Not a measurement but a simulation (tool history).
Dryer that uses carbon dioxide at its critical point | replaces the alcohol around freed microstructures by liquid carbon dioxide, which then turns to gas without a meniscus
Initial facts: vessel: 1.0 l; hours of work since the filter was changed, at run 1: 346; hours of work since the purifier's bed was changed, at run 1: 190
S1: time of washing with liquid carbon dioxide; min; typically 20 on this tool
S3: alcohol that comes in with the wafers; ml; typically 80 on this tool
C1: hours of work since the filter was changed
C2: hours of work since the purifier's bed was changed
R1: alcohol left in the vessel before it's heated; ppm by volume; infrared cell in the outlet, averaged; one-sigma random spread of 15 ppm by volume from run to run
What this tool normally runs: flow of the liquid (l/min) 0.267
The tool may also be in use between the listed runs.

Run 1, day 0: usual settings; C1 346; C2 190. Result: R1 1541 ppm by volume.
At day 0.542: inlet filter changed.
Run 2, day 0.625: usual settings; C1 1; C2 196. Result: R1 1059 ppm by volume.
Run 3, day 0.979: usual settings; C1 5; C2 200. Result: R1 1030 ppm by volume.
Run 4, day 1.612: usual settings; C1 11; C2 207. Result: R1 1088 ppm by volume.
Run 5, day 2.058: usual settings; C1 16; C2 211. Result: R1 1085 ppm by volume.
Run 6, day 2.483: usual settings; C1 21; C2 216. Result: R1 1102 ppm by volume.
Run 7, day 2.917: usual settings; C1 25; C2 221. Result: R1 1102 ppm by volume.
Run 8, day 3.458: usual settings; C1 31; C2 226. Result: R1 1128 ppm by volume.
Run 9, day 3.858: usual settings; C1 35; C2 231. Result: R1 1129 ppm by volume.
Run 10, day 4.188: usual settings; C1 39; C2 234. Result: R1 1131 ppm by volume.
Run 11, day 4.55: usual settings; C1 43; C2 238. Result: R1 1120 ppm by volume.
Run 12, day 5.162: usual settings; C1 49; C2 245. Result: R1 1185 ppm by volume.
Run 13, day 5.525: usual settings but S1 29 min; C1 53; C2 248. Result: R1 256 ppm by volume.
Run 14, day 6.092: usual settings but S3 70 ml; C1 59; C2 254. Result: R1 988 ppm by volume.
Run 15, day 6.408: usual settings but S3 40 ml; C1 63; C2 258. Result: R1 623 ppm by volume.
Run 16, day 6.842: usual settings but S3 40 ml; C1 67; C2 262. Result: R1 626 ppm by volume.
Run 17, day 7.333: usual settings but S1 27 min, flow of the liquid (l/min) 0.346, S3 21 ml; C1 73; C2 268. Result: R1 130 ppm by volume.
Run 18, day 7.9: usual settings but S1 15 min, flow of the liquid (l/min) 0.374, S3 21 ml; C1 79; C2 274. Result: R1 355 ppm by volume.
Run 19, day 8.312: usual settings but flow of the liquid (l/min) 0.183, S3 58 ml; C1 83; C2 278. Result: R1 3034 ppm by volume.
Run 20, day 8.658: usual settings but S1 22 min, flow of the liquid (l/min) 0.191, S3 34 ml; C1 87; C2 282. Result: R1 1221 ppm by volume.
Run 21, day 9.088: usual settings but S1 26 min, flow of the liquid (l/min) 0.326; C1 91; C2 286. Result: R1 215 ppm by volume.
Run 22, day 9.433: usual settings but S1 25 min, flow of the liquid (l/min) 0.161, S3 40 ml; C1 95; C2 290. Result: R1 1593 ppm by volume.
Run 23, day 10.075: usual settings; C1 102; C2 297. Result: R1 1241 ppm by volume.
Run 24, day 10.683: usual settings but S1 22 min, S3 28 ml; C1 108; C2 303. Result: R1 397 ppm by volume.
Run 25, day 10.975: usual settings but S1 22 min, S3 28 ml; C1 111; C2 307. Result: R1 379 ppm by volume.
Run 26, day 11.383: usual settings but S3 20 ml; C1 116; C2 311. Result: R1 415 ppm by volume.
Run 27, day 11.921: usual settings but S1 30 min, flow of the liquid (l/min) 0.234; C1 122; C2 317. Result: R1 425 ppm by volume.

Predict each of these 3 candidate next runs independently; none follows another, all start after run 27:
Run A, day 12.275: usual settings but S1 30 min, flow of the liquid (l/min) 0.303, S3 31 ml; C1 125; C2 320. Result: R1 ?.
Run B, day 12.275: usual settings but flow of the liquid (l/min) 0.24, S3 29 ml; C1 125; C2 320. Result: R1 ?.
Run C, day 12.275: usual settings but S1 13 min, flow of the liquid (l/min) 0.183, S3 88 ml; C1 125; C2 320. Result: R1 ?.

run     R1
  A    147
  B    739
  C  13174
With no hidden state in the tool, these same runs would have given:
run     R1
  A     15
  B    517
  C  12021
